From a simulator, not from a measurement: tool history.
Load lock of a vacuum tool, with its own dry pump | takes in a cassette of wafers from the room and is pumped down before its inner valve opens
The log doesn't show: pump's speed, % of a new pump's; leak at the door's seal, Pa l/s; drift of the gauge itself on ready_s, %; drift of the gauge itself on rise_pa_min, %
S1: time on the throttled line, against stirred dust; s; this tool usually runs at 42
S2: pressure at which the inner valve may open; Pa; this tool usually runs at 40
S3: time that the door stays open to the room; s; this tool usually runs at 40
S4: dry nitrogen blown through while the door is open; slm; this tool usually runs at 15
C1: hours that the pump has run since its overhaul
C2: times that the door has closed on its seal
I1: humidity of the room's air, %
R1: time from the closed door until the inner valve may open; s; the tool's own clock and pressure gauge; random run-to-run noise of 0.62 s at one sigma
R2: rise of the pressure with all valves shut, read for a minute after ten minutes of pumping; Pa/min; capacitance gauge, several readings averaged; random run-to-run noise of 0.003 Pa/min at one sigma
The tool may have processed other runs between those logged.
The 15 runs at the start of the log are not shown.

{"run": 16, "hour": 1610.4, "S1": 42, "S2": 30, "S3": 40, "S4": 26, "C1": 10128, "C2": 24880, "I1": 42.0, "R1": 101.0, "R2": 0.128}
{"run": 17, "hour": 1752.6, "S1": 42, "S2": 40, "S3": 40, "S4": 38, "C1": 10270, "C2": 25370, "I1": 42.6, "R1": 99.3, "R2": 0.129}
{"run": 18, "hour": 1885.2, "S1": 42, "S2": 40, "S3": 40, "S4": 38, "C1": 10403, "C2": 25828, "I1": 44.0, "R1": 98.7, "R2": 0.131}
{"run": 19, "hour": 1972.1, "S1": 42, "S2": 40, "S3": 40, "S4": 38, "C1": 10490, "C2": 26127, "I1": 44.2, "R1": 99.1, "R2": 0.137}
{"run": 20, "hour": 2113.3, "S1": 63, "S2": 35, "S3": 57, "S4": 33, "C1": 10631, "C2": 26615, "I1": 43.9, "R1": 113.8, "R2": 0.144}
{"run": 21, "hour": 2207.0, "S1": 77, "S2": 35, "S3": 57, "S4": 18, "C1": 10725, "C2": 26938, "I1": 45.0, "R1": 124.7, "R2": 0.149}
{"run": 22, "hour": 2319.4, "S1": 79, "S2": 47, "S3": 63, "S4": 42, "C1": 10837, "C2": 27326, "I1": 41.9, "R1": 121.9, "R2": 0.148}
{"run": 23, "hour": 2381.9, "S1": 79, "S2": 47, "S3": 108, "S4": 35, "C1": 10900, "C2": 27541, "I1": 45.3, "R1": 123.6, "R2": 0.155}
{"run": 24, "hour": 2459.6, "S1": 73, "S2": 35, "S3": 108, "S4": 35, "C1": 10977, "C2": 27809, "I1": 43.0, "R1": 121.6, "R2": 0.159}
{"run": 25, "hour": 2584.4, "S1": 73, "S2": 35, "S3": 108, "S4": 35, "C1": 11102, "C2": 28240, "I1": 45.3, "R1": 122.4, "R2": 0.165}
{"run": 26, "hour": 2679.8, "S1": 42, "S2": 43, "S3": 104, "S4": 15, "C1": 11198, "C2": 28569, "I1": 46.7, "R1": 98.4, "R2": 0.179}
{"run": 27, "hour": 2820.5, "S1": 42, "S2": 64, "S3": 104, "S4": 22, "C1": 11338, "C2": 29055, "I1": 44.5, "R1": 94.7, "R2": 0.169}
{"run": 28, "hour": 2900.6, "S1": 46, "S2": 35, "S3": 42, "S4": 17, "C1": 11418, "C2": 29331, "I1": 42.6, "R1": 103.1, "R2": 0.169}
{"run": 29, "hour": 3014.4, "S1": 51, "S2": 40, "S3": 181, "S4": 15, "C1": 11532, "C2": 29723, "I1": 42.8, "R1": 105.1, "R2": 0.194}
{"run": 30, "hour": 3140.8, "S1": 51, "S2": 40, "S3": 181, "S4": 15, "C1": 11659, "C2": 30160, "I1": 46.0, "R1": 105.9, "R2": 0.198}
{"run": 31, "hour": 3202.4, "S1": 74, "S2": 40, "S3": 45, "S4": 15, "C1": 11720, "C2": 30372, "I1": 42.4, "R1": 121.7, "R2": 0.17}
{"run": 32, "hour": 3268.8, "S1": 74, "S2": 44, "S3": 45, "S4": 15, "C1": 11787, "C2": 30601, "I1": 47.8, "R1": 121.5, "R2": 0.175}
{"run": 33, "hour": 3355.0, "S1": 42, "S2": 40, "S3": 52, "S4": 9, "C1": 11873, "C2": 30899, "I1": 43.0, "R1": 100.2, "R2": 0.178}
{"run": 34, "hour": 3504.0, "S1": 38, "S2": 40, "S3": 52, "S4": 25, "C1": 12022, "C2": 31413, "I1": 46.2, "R1": 96.5, "R2": 0.177}
{"run": 35, "hour": 3570.8, "S1": 38, "S2": 73, "S3": 72, "S4": 25, "C1": 12088, "C2": 31643, "I1": 51.3, "R1": 92.4, "R2": 0.186}
{"run": 36, "hour": 3671.3, "S1": 38, "S2": 71, "S3": 103, "S4": 24, "C1": 12189, "C2": 31990, "I1": 43.1, "R1": 92.2, "R2": 0.193}
{"run": 37, "hour": 3745.3, "S1": 22, "S2": 32, "S3": 121, "S4": 32, "C1": 12263, "C2": 32245, "I1": 46.8, "R1": 89.4, "R2": 0.196}

4 ways to go on from here, each from the tool as it stands after run 37. What would each give?
{"run": "A", "hour": 3863.8, "S1": 22, "S2": 32, "S3": 63, "S4": 32, "C1": 12381, "C2": 32654, "I1": 42.1, "R1": "?", "R2": "?"}
{"run": "B", "hour": 3863.8, "S1": 42, "S2": 80, "S3": 131, "S4": 15, "C1": 12381, "C2": 32654, "I1": 44.3, "R1": "?", "R2": "?"}
{"run": "C", "hour": 3863.8, "S1": 42, "S2": 40, "S3": 40, "S4": 7, "C1": 12381, "C2": 32654, "I1": 46.1, "R1": "?", "R2": "?"}
{"run": "D", "hour": 3863.8, "S1": 58, "S2": 30, "S3": 40, "S4": 15, "C1": 12381, "C2": 32654, "I1": 43.5, "R1": "?", "R2": "?"}

run=A R1=89.6 R2=0.185
run=B R1=94.2 R2=0.206
run=C R1=99.3 R2=0.200
run=D R1=114.4 R2=0.188
With the hidden condition removed and each run's random variation left untouched, the same runs would have given:
run=A R1=77.9 R2=0.017
run=B R1=85.2 R2=0.036
run=C R1=89.3 R2=0.028
run=D R1=104.7 R2=0.019

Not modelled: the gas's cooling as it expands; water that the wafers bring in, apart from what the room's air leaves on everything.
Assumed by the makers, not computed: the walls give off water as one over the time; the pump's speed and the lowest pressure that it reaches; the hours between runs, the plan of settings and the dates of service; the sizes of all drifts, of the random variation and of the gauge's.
